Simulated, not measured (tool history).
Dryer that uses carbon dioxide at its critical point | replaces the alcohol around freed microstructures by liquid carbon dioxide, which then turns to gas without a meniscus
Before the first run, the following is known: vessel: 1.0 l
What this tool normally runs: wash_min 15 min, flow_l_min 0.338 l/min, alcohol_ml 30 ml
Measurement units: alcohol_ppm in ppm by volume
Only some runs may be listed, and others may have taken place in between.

| run | hour | wash_min | flow_l_min | alcohol_ml | alcohol_ppm |
|---|---|---|---|---|---|
| 1 | 0.0 | 15 | 0.338 | 30 | 575 |
| 2 | 9.1 | 15 | 0.338 | 30 | 553 |
| 3 | 20.7 | 15 | 0.338 | 30 | 570 |
| 4 | 28.3 | 23 | 0.338 | 30 | 85 |
| 5 | 41.3 | 23 | 0.338 | 30 | 88 |
| 6 | 53.7 | 23 | 0.338 | 30 | 92 |
| 7 | 69.4 | 19 | 0.338 | 30 | 214 |
| 8 | 81.8 | 15 | 0.338 | 62 | 1185 |
| 9 | 95.6 | 15 | 0.338 | 62 | 1206 |
| 10 | 104.3 | 15 | 0.338 | 62 | 1193 |
| 11 | 119.1 | 15 | 0.338 | 62 | 1222 |
|  | 123.9 | inlet filter changed |
| 12 | 126.9 | 15 | 0.338 | 30 | 474 |
| 13 | 138.1 | 15 | 0.338 | 30 | 494 |
| 14 | 149.4 | 15 | 0.338 | 30 | 468 |
| 15 | 162.8 | 14 | 0.338 | 30 | 658 |
| 16 | 171.4 | 14 | 0.338 | 30 | 645 |
| 17 | 186.9 | 15 | 0.338 | 30 | 485 |
| 18 | 197.6 | 15 | 0.338 | 30 | 505 |
| 19 | 210.6 | 15 | 0.338 | 30 | 498 |
| 20 | 223.3 | 15 | 0.338 | 30 | 505 |
| 21 | 235.4 | 15 | 0.338 | 30 | 514 |
| 22 | 245.7 | 16 | 0.421 | 75 | 345 |
| 23 | 253.0 | 16 | 0.421 | 75 | 331 |
| 24 | 261.6 | 16 | 0.421 | 75 | 341 |
| 25 | 271.3 | 13 | 0.261 | 26 | 1720 |
| 26 | 280.5 | 22 | 0.281 | 52 | 395 |
| 27 | 294.2 | 18 | 0.338 | 67 | 509 |
| 28 | 309.5 | 16 | 0.218 | 29 | 1801 |
| 29 | 318.4 | 10 | 0.405 | 120 | 4373 |
| 30 | 330.9 | 12 | 0.475 | 120 | 1133 |
| 31 | 340.6 | 24 | 0.238 | 30 | 351 |
| 32 | 347.8 | 24 | 0.238 | 30 | 377 |
| 33 | 357.2 | 15 | 0.470 | 30 | 150 |
| 34 | 373.1 | 15 | 0.288 | 28 | 938 |
| 35 | 384.6 | 15 | 0.390 | 44 | 427 |

Predict each of these 4 candidate next runs independently; none follows another, all start after run 35:
| A | 396.8 | 15 | 0.390 | 24 | ? |
| B | 396.8 | 10 | 0.338 | 30 | ? |
| C | 396.8 | 23 | 0.224 | 33 | ? |
| D | 396.8 | 24 | 0.410 | 112 | ? |

| run | alcohol_ppm |
|---|---|
| A | 257 |
| B | 2013 |
| C | 591 |
| D | 102 |
Stripped of hidden state, with their random variation kept, the same runs would have yielded:
| run | alcohol_ppm |
|---|---|
| A | 175 |
| B | 1812 |
| C | 475 |
| D | 36 |
